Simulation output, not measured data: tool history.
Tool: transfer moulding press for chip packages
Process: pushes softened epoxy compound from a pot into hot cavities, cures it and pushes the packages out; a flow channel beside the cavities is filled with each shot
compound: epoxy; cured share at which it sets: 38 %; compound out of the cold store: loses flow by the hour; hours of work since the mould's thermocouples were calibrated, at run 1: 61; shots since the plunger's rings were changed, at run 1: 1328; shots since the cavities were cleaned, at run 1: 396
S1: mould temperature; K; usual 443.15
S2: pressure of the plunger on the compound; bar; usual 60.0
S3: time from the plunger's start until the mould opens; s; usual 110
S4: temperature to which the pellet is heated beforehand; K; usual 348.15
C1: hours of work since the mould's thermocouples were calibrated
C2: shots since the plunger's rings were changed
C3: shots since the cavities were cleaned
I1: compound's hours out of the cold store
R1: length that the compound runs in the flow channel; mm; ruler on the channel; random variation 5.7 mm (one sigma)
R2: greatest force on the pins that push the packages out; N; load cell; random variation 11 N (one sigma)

| run | hour | S1 | S2 | S3 | S4 | C1 | C2 | C3 | I1 | R1 | R2 |
|---|---|---|---|---|---|---|---|---|---|---|---|
| 1 | 0.0 | 443.15 | 60.0 | 110 | 348.15 | 61 | 1328 | 396 | 15.9 | 929 | 813 |
| 2 | 12.2 | 443.15 | 60.0 | 110 | 348.15 | 70 | 1484 | 552 | 11.5 | 960 | 890 |
| 3 | 20.0 | 443.15 | 60.0 | 110 | 348.15 | 75 | 1584 | 652 | 16.4 | 930 | 893 |
| 4 | 25.7 | 443.15 | 60.0 | 110 | 348.15 | 79 | 1657 | 725 | 19.7 | 909 | 972 |
| 5 | 32.9 | 443.15 | 59.9 | 110 | 348.15 | 84 | 1748 | 816 | 9.1 | 957 | 1003 |
| 6 | 44.8 | 443.15 | 52.2 | 110 | 348.15 | 93 | 1901 | 969 | 30.6 | 814 | 993 |
| 7 | 51.9 | 443.15 | 60.0 | 110 | 348.15 | 98 | 1991 | 1059 | 36.5 | 841 | 941 |
|  | 59.2 | cavities cleaned with cleaning compound and waxed |
| 8 | 65.1 | 443.15 | 60.0 | 146 | 348.15 | 106 | 2142 | 77 | 41.4 | 815 | 991 |
| 9 | 72.8 | 443.15 | 60.0 | 110 | 348.15 | 111 | 2240 | 175 | 8.2 | 959 | 1237 |
| 10 | 80.3 | 443.15 | 60.0 | 110 | 348.15 | 117 | 2335 | 270 | 36.3 | 843 | 1169 |
| 11 | 86.4 | 443.15 | 60.0 | 110 | 348.15 | 121 | 2413 | 348 | 46.2 | 806 | 1185 |
|  | 98.1 | cavities cleaned with cleaning compound and waxed, once more |
| 12 | 99.1 | 441.15 | 60.0 | 110 | 348.15 | 129 | 2557 | 12 | 33.3 | 846 | 578 |
| 13 | 110.3 | 441.15 | 60.0 | 110 | 348.15 | 137 | 2700 | 155 | 43.4 | 831 | 662 |
| 14 | 119.3 | 441.15 | 60.0 | 110 | 348.15 | 143 | 2815 | 270 | 12.6 | 928 | 813 |
| 15 | 126.6 | 443.15 | 60.0 | 150 | 348.15 | 148 | 2909 | 364 | 18.2 | 910 | 629 |

Run 16 comes next. What will it give?
| 16 | 134.5 | 450.15 | 54.8 | 105 | 351.15 | 154 | 3009 | 464 | 21.9 | ? | ? |

R1: 817 mm
R2: 702 N
Without the tool's hidden state the same run would have given R1 847 mm, R2 436 N.

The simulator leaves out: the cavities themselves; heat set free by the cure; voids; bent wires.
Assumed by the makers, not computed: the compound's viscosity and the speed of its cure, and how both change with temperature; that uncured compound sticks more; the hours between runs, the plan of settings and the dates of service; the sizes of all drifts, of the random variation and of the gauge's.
